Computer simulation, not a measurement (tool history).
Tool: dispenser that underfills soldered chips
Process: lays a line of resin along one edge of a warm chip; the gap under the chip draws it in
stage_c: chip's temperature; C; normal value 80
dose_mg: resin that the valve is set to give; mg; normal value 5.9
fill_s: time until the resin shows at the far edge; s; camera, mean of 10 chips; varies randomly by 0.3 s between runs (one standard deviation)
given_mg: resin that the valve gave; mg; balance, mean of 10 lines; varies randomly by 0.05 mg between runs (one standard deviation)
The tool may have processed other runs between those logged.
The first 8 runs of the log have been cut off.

run	hour	stage_c	dose_mg	fill_s	given_mg
# hour 75.4: new syringe of resin
9	75.4	81	5.9	2.8	5.48
# hour 82.9: new syringe of resin
10	88.8	82	5.9	4.4	5.46
# hour 90.4: new syringe of resin
# hour 98.1: new syringe of resin
# hour 101.3: dispensing valve cleaned and set on the balance
11	102	82	5.9	3.1	5.92
# hour 106.2: new syringe of resin
12	110.2	82	6.5	3.9	6.5
# hour 113.9: new syringe of resin
# hour 121.4: new syringe of resin
13	123.4	82	6.5	3.2	6.42
# hour 129.4: new syringe of resin
# hour 136.5: new syringe of resin
14	137.2	82	6.5	2.5	6.2
# hour 144.2: new syringe of resin
15	146.5	82	6.5	3.1	6.3
# hour 151.5: new syringe of resin
# hour 159.4: new syringe of resin
16	161.3	82	6.5	2.7	6.17
# hour 166.8: new syringe of resin
17	170.5	82	6.5	3.6	6.15
# hour 174.8: new syringe of resin
# hour 182.2: new syringe of resin
18	182.8	82	6.5	2.8	6.15
19	188.7	74	6.76	5.5	6.41
# hour 189.7: new syringe of resin
20	196.1	74	6.76	5.2	6.3
# hour 197.2: new syringe of resin
# hour 204.7: new syringe of resin
21	206.5	87	7.19	2.7	6.53
# hour 211.8: dispensing valve cleaned and set on the balance
# hour 213.6: new syringe of resin
22	216	87	7.19	2.5	7.19
# hour 221.2: new syringe of resin
23	225.2	84	7.39	3.5	7.36
# hour 228.9: new syringe of resin
# hour 236.2: new syringe of resin
24	236.2	84	7.39	3.3	7.3

Run 25 has not been measured yet. What should we expect?
# hour 243.6: new syringe of resin
25	245	77	5.04	?	?

{"run 25": {"fill_s": 4.5, "given_mg": 4.85}}
Minus the tool's unlogged condition, the same run would have read fill_s 4.1 s, given_mg 4.99 mg.

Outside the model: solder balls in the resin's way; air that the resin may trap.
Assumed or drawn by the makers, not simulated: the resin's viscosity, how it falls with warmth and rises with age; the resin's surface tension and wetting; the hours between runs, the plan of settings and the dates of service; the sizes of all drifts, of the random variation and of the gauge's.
